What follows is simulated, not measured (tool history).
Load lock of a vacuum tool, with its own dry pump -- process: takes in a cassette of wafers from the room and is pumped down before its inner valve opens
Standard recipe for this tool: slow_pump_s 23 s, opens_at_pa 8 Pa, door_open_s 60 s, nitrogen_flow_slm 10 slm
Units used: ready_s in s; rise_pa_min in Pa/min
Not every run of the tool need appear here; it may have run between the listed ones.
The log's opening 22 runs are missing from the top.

run	hour	slow_pump_s	opens_at_pa	door_open_s	nitrogen_flow_slm	incoming humidity of the room's air, %	ready_s	rise_pa_min
23	11069.8	23	7	60	38	48.7	40.3	0.153
24	11580.8	46	8	31	22	42.4	57.9	0.157
25	12121.4	46	8	31	22	48.4	57.5	0.177
26	12485.0	18	15	61	5	45.4	34.3	0.230
27	13042.4	23	8	60	31	46.6	40.0	0.205
28	13366.0	23	10	60	6	44.3	39.0	0.243
29	13911.5	23	10	60	6	41.4	40.0	0.260
30	14534.5	23	14	97	6	44.6	38.9	0.297

Forecast each of these 5 alternatives for the next run:
A	15147.6	22	14	47	5	47.0	?	?
B	15147.6	23	12	237	31	46.3	?	?
C	15147.6	23	8	63	38	47.4	?	?
D	15147.6	23	8	25	10	43.2	?	?
E	15147.6	17	10	36	10	42.5	?	?

run	ready_s	rise_pa_min
A	38.9	0.303
B	39.4	0.296
C	41.5	0.258
D	41.3	0.270
E	36.0	0.278
The same runs, with their run-to-run variation unchanged, on a tool lacking any hidden condition would have given:
run	ready_s	rise_pa_min
A	37.1	0.099
B	37.6	0.093
C	39.6	0.058
D	39.4	0.063
E	33.9	0.076

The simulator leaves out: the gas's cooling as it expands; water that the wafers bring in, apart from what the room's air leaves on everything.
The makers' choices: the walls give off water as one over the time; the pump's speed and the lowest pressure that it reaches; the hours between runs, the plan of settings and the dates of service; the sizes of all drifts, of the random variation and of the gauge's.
